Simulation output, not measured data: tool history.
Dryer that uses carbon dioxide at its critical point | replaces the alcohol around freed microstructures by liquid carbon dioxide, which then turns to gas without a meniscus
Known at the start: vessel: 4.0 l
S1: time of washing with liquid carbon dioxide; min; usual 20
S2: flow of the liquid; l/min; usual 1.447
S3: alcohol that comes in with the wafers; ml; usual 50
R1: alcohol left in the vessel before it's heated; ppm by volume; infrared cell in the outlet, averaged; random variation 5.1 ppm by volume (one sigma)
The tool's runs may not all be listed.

Run 1, day 0: usual settings. Result: R1 128 ppm by volume.
Run 2, day 1.771: usual settings but S1 15 min. Result: R1 343 ppm by volume.
Run 3, day 2.667: usual settings but S1 16 min. Result: R1 279 ppm by volume.
Run 4, day 3.588: usual settings but S1 16 min. Result: R1 285 ppm by volume.
Run 5, day 4.404: usual settings but S1 16 min. Result: R1 294 ppm by volume.
Run 6, day 6.025: usual settings but S1 16 min. Result: R1 331 ppm by volume.
Run 7, day 7.35: usual settings. Result: R1 187 ppm by volume.
Run 8, day 8.183: usual settings. Result: R1 184 ppm by volume.
Run 9, day 9.696: usual settings but S1 13 min. Result: R1 696 ppm by volume.
Run 10, day 11: usual settings. Result: R1 218 ppm by volume.
Run 11, day 11.871: usual settings. Result: R1 212 ppm by volume.
At day 12.262: inlet filter changed.
Run 12, day 13.408: usual settings. Result: R1 157 ppm by volume.
Run 13, day 14.25: usual settings. Result: R1 171 ppm by volume.
Run 14, day 15.617: usual settings. Result: R1 174 ppm by volume.
Run 15, day 16.804: usual settings. Result: R1 188 ppm by volume.
Run 16, day 17.7: usual settings. Result: R1 192 ppm by volume.
Run 17, day 19.167: usual settings but S3 34 ml. Result: R1 174 ppm by volume.
Run 18, day 20.188: usual settings but S3 34 ml. Result: R1 175 ppm by volume.
Run 19, day 21.933: usual settings. Result: R1 247 ppm by volume.
Run 20, day 23.771: usual settings. Result: R1 267 ppm by volume.
At day 24.896: inlet filter changed.
Run 21, day 25.454: usual settings. Result: R1 182 ppm by volume.
Run 22, day 26.983: usual settings but S1 14 min. Result: R1 466 ppm by volume.
Run 23, day 28.796: usual settings but S1 14 min. Result: R1 509 ppm by volume.
Run 24, day 30.575: usual settings but S1 22 min, S3 40 ml. Result: R1 185 ppm by volume.

The next listed run, before its measurement:
Run 25, day 32.3: usual settings but S1 22 min, S3 40 ml. Result: R1 ?.

{"run 25": {"R1": 186}}
Without the tool's hidden state the same run would have given R1 37 ppm by volume.
